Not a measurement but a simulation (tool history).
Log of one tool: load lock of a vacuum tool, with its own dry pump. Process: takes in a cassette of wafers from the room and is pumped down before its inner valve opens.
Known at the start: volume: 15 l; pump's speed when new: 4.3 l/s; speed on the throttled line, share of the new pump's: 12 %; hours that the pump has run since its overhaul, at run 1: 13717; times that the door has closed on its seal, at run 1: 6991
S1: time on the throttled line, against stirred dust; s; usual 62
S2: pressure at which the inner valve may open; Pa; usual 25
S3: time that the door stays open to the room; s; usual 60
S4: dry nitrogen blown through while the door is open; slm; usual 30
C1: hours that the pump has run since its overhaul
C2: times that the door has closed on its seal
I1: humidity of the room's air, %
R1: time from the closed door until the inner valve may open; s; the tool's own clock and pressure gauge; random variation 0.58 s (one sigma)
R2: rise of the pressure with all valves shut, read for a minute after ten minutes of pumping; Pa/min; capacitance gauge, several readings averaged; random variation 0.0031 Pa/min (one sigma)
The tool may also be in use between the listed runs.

run,hour,S1,S2,S3,S4,C1,C2,I1,R1,R2
1,0.0,62,25,60,30,13717,6991,43.0,87.2,0.063
2,75.5,62,25,60,30,13792,7133,45.0,86.5,0.058
3,153.8,62,25,60,30,13870,7281,46.3,86.3,0.064
4,233.6,62,25,25,30,13950,7432,46.0,86.7,0.043
5,315.9,62,25,25,30,14032,7587,43.3,86.5,0.041
6,433.8,62,25,60,30,14150,7810,43.1,86.5,0.058
7,598.5,62,25,60,30,14315,8121,49.1,87.4,0.072
8,740.9,62,25,60,30,14457,8390,46.5,86.4,0.066
9,896.7,62,25,60,30,14613,8684,44.8,87.0,0.064
10,975.4,62,25,60,30,14692,8833,49.5,86.6,0.072
11,1128.1,62,25,60,30,14845,9121,44.1,87.0,0.070
12,1199.7,65,25,26,30,14916,9256,46.8,89.5,0.042
13,1295.0,65,25,26,30,15012,9436,41.0,88.9,0.041
14,1457.0,32,25,60,30,15174,9742,42.2,61.4,0.070
15,1621.1,38,44,60,30,15338,10052,47.8,64.4,0.076
16,1738.3,62,44,60,30,15455,10273,47.2,84.3,0.068
17,1907.9,62,26,60,6,15625,10593,46.0,85.8,0.101

Hidden state or all else? Some run-to-run changes of R1, split into what the settings, what came in and random variation would give without the hidden state, and what is left for the hidden state (with any gauge scatter that isn't in both results):
The hidden state here: pump's speed, % of a new pump's; leak at the door's seal, Pa l/s; drift of the gauge itself on ready_s, %; drift of the gauge itself on rise_pa_min, %.
Run 13 -> 14: S1 65 -> 32, S3 26 -> 60. R1 -27.5 s: hidden state +0.8, all else -28.3.

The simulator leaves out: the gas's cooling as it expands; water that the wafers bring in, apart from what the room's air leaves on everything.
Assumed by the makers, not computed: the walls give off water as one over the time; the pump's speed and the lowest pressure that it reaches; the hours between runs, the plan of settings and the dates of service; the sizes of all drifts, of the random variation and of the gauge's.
